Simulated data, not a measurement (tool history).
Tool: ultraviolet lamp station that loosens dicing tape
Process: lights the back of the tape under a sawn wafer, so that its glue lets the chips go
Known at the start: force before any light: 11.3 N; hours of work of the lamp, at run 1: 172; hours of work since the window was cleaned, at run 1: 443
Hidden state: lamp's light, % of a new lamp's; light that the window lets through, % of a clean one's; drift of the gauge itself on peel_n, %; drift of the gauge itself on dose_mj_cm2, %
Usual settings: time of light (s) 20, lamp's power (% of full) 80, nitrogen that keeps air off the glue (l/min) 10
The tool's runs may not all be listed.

run,hour,time of light (s),lamp's power (% of full),nitrogen that keeps air off the glue (l/min),hours of work of the lamp,hours of work since the window was cleaned,force that peels the tape off (N),light that reached the tape (J/m2)
1,0,20,80,10,172,443,0.319,3060
2,16.7,20,94,10,179,450,0.254,3630
3,33.6,20,83,10,186,457,0.301,3130
4,45.5,20,83,10,190,462,0.308,3170
5,60.3,20,83,10,197,468,0.3,3200
6,69.2,20,83,10,200,472,0.302,3160
7,87.9,20,80,17,208,479,0.271,3050
8,102.3,20,80,17,214,485,0.264,3080
9,116.7,20,80,10,220,491,0.31,3020
10,131.1,20,80,10,225,497,0.329,2990

Forecast run 11:
11,140.6,22,70,5,229,501,?,?

Run 11 gave force that peels the tape off (N) 0.501, light that reached the tape (J/m2) 2980.
Without the tool's hidden state the same run would have given force that peels the tape off (N) 0.5, light that reached the tape (J/m2) 2980.

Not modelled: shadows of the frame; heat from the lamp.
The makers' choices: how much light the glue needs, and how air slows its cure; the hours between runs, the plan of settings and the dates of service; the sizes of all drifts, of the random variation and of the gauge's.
